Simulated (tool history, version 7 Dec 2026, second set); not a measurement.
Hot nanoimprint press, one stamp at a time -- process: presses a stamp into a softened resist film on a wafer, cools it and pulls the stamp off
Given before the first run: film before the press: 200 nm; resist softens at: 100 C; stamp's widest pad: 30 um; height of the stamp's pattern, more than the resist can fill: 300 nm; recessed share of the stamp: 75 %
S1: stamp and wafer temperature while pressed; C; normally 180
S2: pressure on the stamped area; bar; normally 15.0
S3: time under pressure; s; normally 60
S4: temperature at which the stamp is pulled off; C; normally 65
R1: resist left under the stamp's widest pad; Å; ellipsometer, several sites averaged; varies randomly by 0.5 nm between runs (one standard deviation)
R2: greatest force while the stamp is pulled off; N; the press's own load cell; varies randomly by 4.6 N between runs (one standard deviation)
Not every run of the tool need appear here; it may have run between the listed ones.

{"run": 1, "hour": 0.0, "S1": 180, "S2": 15.0, "S3": 60, "S4": 65, "R1": 1171, "R2": 224}
{"run": 2, "hour": 20.0, "S1": 180, "S2": 15.0, "S3": 60, "S4": 65, "R1": 1174, "R2": 226}
{"hour": 28.0, "done": "stamp cleaned and given a new release coat"}
{"hour": 40.8, "done": "plate thermocouple calibrated"}
{"run": 3, "hour": 46.9, "S1": 180, "S2": 15.0, "S3": 60, "S4": 69, "R1": 1177, "R2": 197}
{"run": 4, "hour": 67.3, "S1": 180, "S2": 12.2, "S3": 60, "S4": 69, "R1": 1262, "R2": 203}
{"run": 5, "hour": 82.5, "S1": 180, "S2": 12.2, "S3": 60, "S4": 69, "R1": 1268, "R2": 205}
{"run": 6, "hour": 103.8, "S1": 180, "S2": 12.2, "S3": 60, "S4": 69, "R1": 1260, "R2": 200}
{"run": 7, "hour": 114.4, "S1": 180, "S2": 12.2, "S3": 60, "S4": 69, "R1": 1254, "R2": 203}
{"run": 8, "hour": 131.4, "S1": 180, "S2": 12.2, "S3": 60, "S4": 69, "R1": 1250, "R2": 206}
{"run": 9, "hour": 151.6, "S1": 180, "S2": 15.4, "S3": 60, "S4": 65, "R1": 1152, "R2": 222}
{"run": 10, "hour": 169.8, "S1": 180, "S2": 15.4, "S3": 60, "S4": 64, "R1": 1150, "R2": 224}
{"run": 11, "hour": 194.1, "S1": 180, "S2": 15.4, "S3": 60, "S4": 64, "R1": 1147, "R2": 229}
{"run": 12, "hour": 211.2, "S1": 180, "S2": 15.4, "S3": 60, "S4": 64, "R1": 1150, "R2": 233}
{"run": 13, "hour": 228.6, "S1": 180, "S2": 15.4, "S3": 60, "S4": 64, "R1": 1155, "R2": 223}
{"run": 14, "hour": 250.0, "S1": 178, "S2": 15.0, "S3": 60, "S4": 65, "R1": 1212, "R2": 225}
{"run": 15, "hour": 260.7, "S1": 178, "S2": 15.0, "S3": 60, "S4": 55, "R1": 1210, "R2": 275}
{"run": 16, "hour": 273.7, "S1": 186, "S2": 15.0, "S3": 60, "S4": 53, "R1": 989, "R2": 285}
{"run": 17, "hour": 284.2, "S1": 186, "S2": 15.0, "S3": 60, "S4": 53, "R1": 992, "R2": 277}
{"run": 18, "hour": 302.2, "S1": 177, "S2": 15.0, "S3": 33, "S4": 53, "R1": 1452, "R2": 286}
{"run": 19, "hour": 321.0, "S1": 187, "S2": 11.8, "S3": 48, "S4": 50, "R1": 1140, "R2": 296}
{"run": 20, "hour": 337.1, "S1": 182, "S2": 16.6, "S3": 43, "S4": 57, "R1": 1175, "R2": 261}
{"run": 21, "hour": 351.9, "S1": 180, "S2": 15.0, "S3": 55, "S4": 65, "R1": 1179, "R2": 228}
{"run": 22, "hour": 371.5, "S1": 180, "S2": 15.0, "S3": 55, "S4": 61, "R1": 1177, "R2": 241}
{"run": 23, "hour": 384.1, "S1": 180, "S2": 15.0, "S3": 55, "S4": 61, "R1": 1167, "R2": 240}
{"run": 24, "hour": 396.6, "S1": 191, "S2": 15.8, "S3": 60, "S4": 53, "R1": 840, "R2": 278}
{"run": 25, "hour": 410.8, "S1": 180, "S2": 11.5, "S3": 36, "S4": 65, "R1": 1430, "R2": 226}
{"run": 26, "hour": 424.5, "S1": 179, "S2": 15.8, "S3": 60, "S4": 64, "R1": 1152, "R2": 223}
{"run": 27, "hour": 435.0, "S1": 180, "S2": 15.0, "S3": 58, "S4": 69, "R1": 1162, "R2": 212}
{"hour": 455.2, "done": "gauge calibrated"}
{"run": 28, "hour": 459.2, "S1": 180, "S2": 15.0, "S3": 58, "S4": 69, "R1": 1189, "R2": 201}
{"run": 29, "hour": 482.6, "S1": 191, "S2": 15.0, "S3": 73, "S4": 72, "R1": 815, "R2": 187}

Consider 3 possible next runs. They are alternatives, not a sequence: every one starts from the tool as it was left by run 29. What does each give?
{"run": "A", "hour": 501.4, "S1": 191, "S2": 15.0, "S3": 77, "S4": 72, "R1": "?", "R2": "?"}
{"run": "B", "hour": 501.4, "S1": 180, "S2": 12.6, "S3": 64, "S4": 65, "R1": "?", "R2": "?"}
{"run": "C", "hour": 501.4, "S1": 189, "S2": 10.5, "S3": 50, "S4": 72, "R1": "?", "R2": "?"}

run=A R1=809 R2=191
run=B R1=1218 R2=229
run=C R1=1149 R2=192
Stripped of hidden state, with their random variation kept, the same runs would have yielded:
run=A R1=811 R2=190
run=B R1=1221 R2=227
run=C R1=1151 R2=190
